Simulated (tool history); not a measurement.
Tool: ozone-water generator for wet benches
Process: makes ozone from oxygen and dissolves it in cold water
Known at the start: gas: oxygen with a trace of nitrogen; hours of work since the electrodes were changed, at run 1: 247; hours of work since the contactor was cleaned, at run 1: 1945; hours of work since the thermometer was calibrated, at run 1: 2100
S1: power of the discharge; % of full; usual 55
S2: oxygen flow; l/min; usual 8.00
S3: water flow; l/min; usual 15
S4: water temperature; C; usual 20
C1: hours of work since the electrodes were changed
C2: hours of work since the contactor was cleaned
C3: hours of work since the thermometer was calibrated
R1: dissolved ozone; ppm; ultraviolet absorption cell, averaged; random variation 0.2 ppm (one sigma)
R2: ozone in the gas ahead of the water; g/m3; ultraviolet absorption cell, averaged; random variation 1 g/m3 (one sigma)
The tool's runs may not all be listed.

Run 1, hour 0.0: usual settings; C1 247; C2 1945; C3 2100. Result: R1 28.5 ppm, R2 175.9 g/m3.
Run 2, hour 46.0: usual settings; C1 280; C2 1978; C3 2132. Result: R1 28.7 ppm, R2 176.5 g/m3.
Run 3, hour 67.9: usual settings; C1 296; C2 1994; C3 2148. Result: R1 28.9 ppm, R2 174.1 g/m3.
Run 4, hour 104.5: usual settings; C1 322; C2 2020; C3 2174. Result: R1 28.9 ppm, R2 174.9 g/m3.
Run 5, hour 158.6: usual settings but S4 16 C; C1 360; C2 2058; C3 2212. Result: R1 30.9 ppm, R2 176.0 g/m3.
Run 6, hour 187.0: usual settings but S4 16 C; C1 380; C2 2078; C3 2233. Result: R1 30.9 ppm, R2 175.5 g/m3.
Run 7, hour 237.4: usual settings but S4 16 C; C1 416; C2 2114; C3 2268. Result: R1 30.7 ppm, R2 176.3 g/m3.
Run 8, hour 274.5: usual settings; C1 443; C2 2140; C3 2295. Result: R1 28.4 ppm, R2 175.6 g/m3.
Run 9, hour 327.7: usual settings; C1 480; C2 2178; C3 2333. Result: R1 28.3 ppm, R2 174.5 g/m3.
Run 10, hour 357.8: usual settings but S3 20 l/min; C1 502; C2 2200; C3 2354. Result: R1 23.8 ppm, R2 173.5 g/m3.
Run 11, hour 397.2: usual settings but S3 20 l/min; C1 530; C2 2228; C3 2382. Result: R1 23.7 ppm, R2 176.2 g/m3.
Run 12, hour 437.5: usual settings but S3 20 l/min; C1 559; C2 2256; C3 2411. Result: R1 23.8 ppm, R2 174.0 g/m3.
Run 13, hour 459.7: usual settings but S3 20 l/min; C1 574; C2 2272; C3 2426. Result: R1 24.2 ppm, R2 177.1 g/m3.
Run 14, hour 486.6: usual settings but S4 16 C; C1 593; C2 2291; C3 2446. Result: R1 30.7 ppm, R2 175.0 g/m3.
Run 15, hour 526.9: usual settings; C1 622; C2 2320; C3 2474. Result: R1 28.2 ppm, R2 175.1 g/m3.
Run 16, hour 572.1: usual settings; C1 654; C2 2352; C3 2506. Result: R1 28.6 ppm, R2 174.8 g/m3.
Run 17, hour 625.2: usual settings but S1 90 % of full; C1 692; C2 2390; C3 2544. Result: R1 38.4 ppm, R2 238.8 g/m3.
Run 18, hour 674.1: usual settings but S1 56 % of full, S2 13.38 l/min, S3 14 l/min; C1 727; C2 2425; C3 2579. Result: R1 27.8 ppm, R2 140.7 g/m3.
Run 19, hour 712.4: usual settings but S1 56 % of full, S2 13.38 l/min, S3 14 l/min; C1 754; C2 2452; C3 2606. Result: R1 27.7 ppm, R2 141.7 g/m3.
Run 20, hour 748.5: usual settings but S1 96 % of full, S2 9.80 l/min, S3 14 l/min, S4 12 C; C1 780; C2 2477; C3 2632. Result: R1 48.4 ppm, R2 227.7 g/m3.
Run 21, hour 784.8: usual settings but S3 24 l/min; C1 805; C2 2503; C3 2658. Result: R1 20.9 ppm, R2 173.3 g/m3.
Run 22, hour 809.9: usual settings but S2 14.16 l/min; C1 823; C2 2521; C3 2675. Result: R1 26.3 ppm, R2 137.5 g/m3.
Run 23, hour 836.4: usual settings but S2 14.16 l/min; C1 842; C2 2540; C3 2694. Result: R1 26.2 ppm, R2 136.0 g/m3.
Run 24, hour 874.6: usual settings but S1 57 % of full, S2 12.98 l/min, S4 25 C; C1 869; C2 2567; C3 2721. Result: R1 24.2 ppm, R2 145.0 g/m3.
Run 25, hour 896.5: usual settings but S1 57 % of full, S2 12.98 l/min, S4 25 C; C1 885; C2 2583; C3 2737. Result: R1 23.9 ppm, R2 144.4 g/m3.
Run 26, hour 949.2: usual settings but S2 4.99 l/min, S3 13 l/min, S4 25 C; C1 922; C2 2620; C3 2775. Result: R1 28.5 ppm, R2 213.6 g/m3.
Run 27, hour 971.1: usual settings but S1 82 % of full, S2 4.90 l/min, S3 10 l/min, S4 25 C; C1 938; C2 2636; C3 2790. Result: R1 41.8 ppm, R2 273.9 g/m3.
Run 28, hour 1015.7: usual settings but S1 46 % of full, S2 8.28 l/min, S4 25 C; C1 970; C2 2667; C3 2822. Result: R1 22.4 ppm, R2 153.8 g/m3.
Run 29, hour 1056.0: usual settings but S1 46 % of full, S2 8.28 l/min, S4 25 C; C1 998; C2 2696; C3 2850. Result: R1 22.6 ppm, R2 154.0 g/m3.
Run 30, hour 1085.5: usual settings but S1 46 % of full, S2 8.28 l/min, S4 25 C; C1 1019; C2 2717; C3 2871. Result: R1 22.4 ppm, R2 153.3 g/m3.
Run 31, hour 1119.3: usual settings but S1 89 % of full, S3 10 l/min, S4 17 C; C1 1043; C2 2741; C3 2895. Result: R1 49.5 ppm, R2 237.5 g/m3.
Run 32, hour 1156.2: usual settings but S1 46 % of full, S2 11.14 l/min, S3 20 l/min, S4 27 C; C1 1070; C2 2767; C3 2922. Result: R1 18.2 ppm, R2 134.6 g/m3.

Some steps in R1 between neighbouring runs. How much of each would the tool show without its hidden state too (settings, what came in, random variation), and how much is left for the hidden state, with any gauge scatter that isn't in both results?
The hidden state here: yield of the discharge, % of new electrodes'; contactor's efficiency, % of a clean one's; true water temperature over the reading, C; drift of the gauge itself on ozone_ppm, %; drift of the gauge itself on gas_g_m3, %.
Run 20 -> 21: S1 96 -> 55, S2 9.80 -> 8.00, S3 14 -> 24, S4 12 -> 20. R1 -27.5 ppm: hidden state +1.2, all else -28.7.
Run 30 -> 31: S1 46 -> 89, S2 8.28 -> 8.00, S3 15 -> 10, S4 25 -> 17. R1 +27.1 ppm: hidden state -1.2, all else +28.3.
Run 31 -> 32: S1 89 -> 46, S2 8.00 -> 11.14, S3 10 -> 20, S4 17 -> 27. R1 -31.3 ppm: hidden state +1.3, all else -32.6.
